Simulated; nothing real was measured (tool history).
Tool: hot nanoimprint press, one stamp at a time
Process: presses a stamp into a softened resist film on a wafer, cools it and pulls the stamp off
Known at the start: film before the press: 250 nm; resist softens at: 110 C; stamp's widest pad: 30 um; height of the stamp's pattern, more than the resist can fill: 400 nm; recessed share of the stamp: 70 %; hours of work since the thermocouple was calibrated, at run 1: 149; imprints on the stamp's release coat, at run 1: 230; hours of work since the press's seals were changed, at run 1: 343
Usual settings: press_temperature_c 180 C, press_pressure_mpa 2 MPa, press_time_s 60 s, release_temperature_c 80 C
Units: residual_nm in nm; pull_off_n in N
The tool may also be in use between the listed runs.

run	hour	press_temperature_c	press_pressure_mpa	press_time_s	release_temperature_c	hours of work since the thermocouple was calibrated	imprints on the stamp's release coat	hours of work since the press's seals were changed	residual_nm	pull_off_n
1	0	180	2	60	80	149	230	343	134.4	199
2	21.4	180	2	60	86	160	264	354	134.1	174
3	45.8	180	2	60	86	173	303	367	133.7	175
4	69.5	180	2	60	86	185	341	380	133.7	177
5	83.5	180	2	60	86	193	364	387	133.4	179
6	100.3	180	2	94	86	202	391	396	113.7	182
7	119.7	180	2	94	86	212	422	406	114.5	185
8	133.5	180	2	94	86	219	444	413	113.9	185
9	155.6	180	2	45	80	231	479	425	145.7	215
10	173.8	180	2	60	80	240	508	434	133.2	218
# hour 177.9: plate thermocouple calibrated
11	199.6	180	2	60	80	11	545	446	131	217
12	211.8	180	2	60	65	18	565	453	130.6	283
13	224	180	2	60	80	24	584	459	131.2	216
14	243.2	180	2	60	80	34	615	469	130.7	216
# hour 262.5: plate thermocouple calibrated, once more
15	266.6	180	2	60	80	2	648	480	137.4	230
16	280.7	170	2	43	80	10	670	487	190.4	224
17	304.2	185	2	111	80	22	708	500	95	221
18	327.3	185	2	90	81	34	745	512	102.6	233

Forecast run 19:
19	338.9	185	2	90	81	40	763	518	?	?

Run 19 gave residual_nm 101.8 nm, pull_off_n 228 N.
Without the tool's hidden state the same run would have given residual_nm 100.8 nm, pull_off_n 188 N.
